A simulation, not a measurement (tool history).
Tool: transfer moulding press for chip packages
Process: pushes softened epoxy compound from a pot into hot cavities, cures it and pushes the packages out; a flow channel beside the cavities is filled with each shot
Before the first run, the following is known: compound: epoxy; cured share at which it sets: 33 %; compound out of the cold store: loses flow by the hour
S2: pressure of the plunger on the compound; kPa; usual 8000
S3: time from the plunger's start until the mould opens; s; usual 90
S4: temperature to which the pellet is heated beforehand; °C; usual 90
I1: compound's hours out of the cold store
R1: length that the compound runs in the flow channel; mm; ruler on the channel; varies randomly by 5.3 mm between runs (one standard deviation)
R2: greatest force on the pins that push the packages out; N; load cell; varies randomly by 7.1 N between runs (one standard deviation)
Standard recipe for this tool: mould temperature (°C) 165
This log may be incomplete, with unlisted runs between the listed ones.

run 1 hour=0.0 | mould_temperature_(°C)=165 S2=8000 S3=90 S4=90 | I1=11.2 | R1=968 R2=391
run 2 hour=18.8 | mould_temperature_(°C)=165 S2=7430 S3=90 S4=90 | I1=34.8 | R1=877 R2=493
-- hour=27.6 cavities cleaned with cleaning compound and waxed
run 3 hour=42.3 | mould_temperature_(°C)=165 S2=7430 S3=90 S4=90 | I1=47.7 | R1=839 R2=396
-- hour=68.6 cavities cleaned with cleaning compound and waxed
run 4 hour=71.5 | mould_temperature_(°C)=165 S2=7370 S3=90 S4=90 | I1=20.7 | R1=903 R2=335
run 5 hour=97.3 | mould_temperature_(°C)=165 S2=7370 S3=90 S4=90 | I1=17.6 | R1=900 R2=490
-- hour=108.9 cavities cleaned with cleaning compound and waxed
run 6 hour=116.8 | mould_temperature_(°C)=166 S2=8000 S3=90 S4=90 | I1=33.2 | R1=889 R2=355
run 7 hour=145.8 | mould_temperature_(°C)=166 S2=8000 S3=90 S4=90 | I1=22.4 | R1=900 R2=489
-- hour=149.8 cavities cleaned with cleaning compound and waxed
run 8 hour=171.7 | mould_temperature_(°C)=171 S2=8000 S3=90 S4=90 | I1=18.6 | R1=898 R2=375
-- hour=190.4 cavities cleaned with cleaning compound and waxed
run 9 hour=193.9 | mould_temperature_(°C)=171 S2=8000 S3=90 S4=90 | I1=14.0 | R1=895 R2=277
-- hour=198.2 mould's thermocouples calibrated
run 10 hour=217.8 | mould_temperature_(°C)=165 S2=8000 S3=112 S4=90 | I1=14.5 | R1=906 R2=369
-- hour=232.0 cavities cleaned with cleaning compound and waxed
run 11 hour=239.0 | mould_temperature_(°C)=165 S2=8000 S3=112 S4=90 | I1=18.0 | R1=900 R2=287
run 12 hour=251.7 | mould_temperature_(°C)=165 S2=8000 S3=112 S4=90 | I1=44.5 | R1=835 R2=349
-- hour=272.2 cavities cleaned with cleaning compound and waxed
run 13 hour=272.2 | mould_temperature_(°C)=165 S2=8000 S3=112 S4=90 | I1=44.1 | R1=828 R2=249
run 14 hour=286.2 | mould_temperature_(°C)=165 S2=8000 S3=112 S4=98 | I1=24.6 | R1=869 R2=341
run 15 hour=307.6 | mould_temperature_(°C)=170 S2=8000 S3=92 S4=98 | I1=34.1 | R1=819 R2=421
-- hour=312.8 cavities cleaned with cleaning compound and waxed
run 16 hour=329.9 | mould_temperature_(°C)=170 S2=8000 S3=92 S4=98 | I1=27.0 | R1=851 R2=360

The next listed run, before its measurement:
-- hour=335.7 plunger's sealing rings changed
-- hour=355.7 cavities cleaned with cleaning compound and waxed
run 17 hour=357.1 | mould_temperature_(°C)=170 S2=8000 S3=92 S4=98 | I1=41.8 | R1=? R2=?

R1: 890 mm
R2: 271 N
Had the tool carried no hidden state, the very same run would have given R1 892 mm, R2 253 N.

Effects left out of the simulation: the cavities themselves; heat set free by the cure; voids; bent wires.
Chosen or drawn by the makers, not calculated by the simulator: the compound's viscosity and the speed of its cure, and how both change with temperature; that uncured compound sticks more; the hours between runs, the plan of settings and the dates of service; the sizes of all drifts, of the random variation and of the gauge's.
